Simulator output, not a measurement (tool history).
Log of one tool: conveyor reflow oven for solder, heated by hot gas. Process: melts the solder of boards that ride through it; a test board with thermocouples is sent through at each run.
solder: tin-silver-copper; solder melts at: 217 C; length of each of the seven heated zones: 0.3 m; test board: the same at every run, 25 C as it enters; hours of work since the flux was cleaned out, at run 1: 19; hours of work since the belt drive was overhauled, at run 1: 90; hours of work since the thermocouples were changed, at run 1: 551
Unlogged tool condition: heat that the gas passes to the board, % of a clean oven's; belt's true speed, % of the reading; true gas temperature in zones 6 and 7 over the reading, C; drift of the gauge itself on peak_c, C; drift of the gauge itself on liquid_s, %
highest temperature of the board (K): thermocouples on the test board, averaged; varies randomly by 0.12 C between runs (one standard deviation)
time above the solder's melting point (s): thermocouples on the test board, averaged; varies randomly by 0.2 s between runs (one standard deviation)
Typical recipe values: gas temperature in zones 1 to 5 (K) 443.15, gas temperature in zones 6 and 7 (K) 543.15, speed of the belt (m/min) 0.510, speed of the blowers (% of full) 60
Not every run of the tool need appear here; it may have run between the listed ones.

| run | day | gas temperature in zones 1 to 5 (K) | gas temperature in zones 6 and 7 (K) | speed of the belt (m/min) | speed of the blowers (% of full) | hours of work since the flux was cleaned out | hours of work since the belt drive was overhauled | hours of work since the thermocouples were changed | highest temperature of the board (K) | time above the solder's melting point (s) |
|---|---|---|---|---|---|---|---|---|---|---|
| 1 | 0.000 | 443.15 | 543.15 | 0.510 | 60 | 19 | 90 | 551 | 530.95 | 55.6 |
| 2 | 0.662 | 443.15 | 543.15 | 0.510 | 60 | 30 | 101 | 562 | 530.65 | 56.0 |
| 3 | 1.262 | 443.15 | 543.15 | 0.510 | 60 | 39 | 111 | 572 | 530.75 | 55.8 |
| 4 | 1.654 | 439.15 | 543.15 | 0.510 | 60 | 46 | 117 | 578 | 530.05 | 54.1 |
| 5 | 2.304 | 439.15 | 543.15 | 0.510 | 60 | 56 | 128 | 589 | 530.15 | 54.2 |
| 6 | 2.979 | 439.15 | 543.15 | 0.510 | 60 | 68 | 139 | 600 | 530.35 | 54.2 |
| 7 | 3.379 | 443.15 | 543.15 | 0.510 | 89 | 74 | 145 | 607 | 535.55 | 59.1 |
| 8 | 3.800 | 443.15 | 552.15 | 0.510 | 60 | 81 | 152 | 614 | 538.95 | 60.1 |
| 9 | 4.088 | 443.15 | 552.15 | 0.510 | 60 | 86 | 157 | 618 | 538.85 | 60.0 |
| 10 | 4.492 | 443.15 | 552.15 | 0.510 | 60 | 92 | 164 | 625 | 539.05 | 59.9 |
| 11 | 4.946 | 443.15 | 552.15 | 0.510 | 60 | 100 | 171 | 632 | 538.65 | 59.8 |
| 12 | 5.304 | 443.15 | 552.15 | 0.510 | 60 | 105 | 177 | 638 | 538.95 | 60.3 |
| 13 | 5.958 | 443.15 | 552.15 | 0.510 | 60 | 116 | 188 | 649 | 539.05 | 60.0 |
| 14 | 6.308 | 443.15 | 552.15 | 0.510 | 60 | 122 | 193 | 655 | 538.75 | 60.0 |
| 15 | 6.850 | 443.15 | 552.15 | 0.510 | 60 | 131 | 202 | 663 | 538.85 | 60.0 |
| 16 | 7.175 | 443.15 | 543.15 | 0.468 | 61 | 136 | 207 | 669 | 533.25 | 62.6 |
| 17 | 7.812 | 457.15 | 558.15 | 0.510 | 71 | 146 | 218 | 679 | 548.35 | 68.1 |
| 18 | 8.125 | 457.15 | 558.15 | 0.510 | 71 | 152 | 223 | 684 | 548.25 | 67.5 |
| 19 | 8.575 | 437.15 | 543.15 | 0.510 | 60 | 159 | 230 | 692 | 529.75 | 53.4 |
| 20 | 8.854 | 449.15 | 533.15 | 0.447 | 84 | 163 | 235 | 696 | 528.35 | 66.8 |
| 21 | 9.146 | 449.15 | 533.15 | 0.447 | 84 | 168 | 240 | 701 | 528.05 | 66.9 |
| 22 | 9.538 | 449.15 | 533.15 | 0.447 | 84 | 175 | 246 | 707 | 528.25 | 66.7 |

What does the tool deliver on the next run?
| 23 | 10.012 | 452.15 | 543.15 | 0.507 | 60 | 182 | 254 | 715 | ? | ? |

highest temperature of the board (K): 531.95
time above the solder's melting point (s): 60.1
Take away the tool's hidden state, keep the run-to-run variation as it was, and the same run would have given highest temperature of the board (K) 531.35, time above the solder's melting point (s) 59.5.
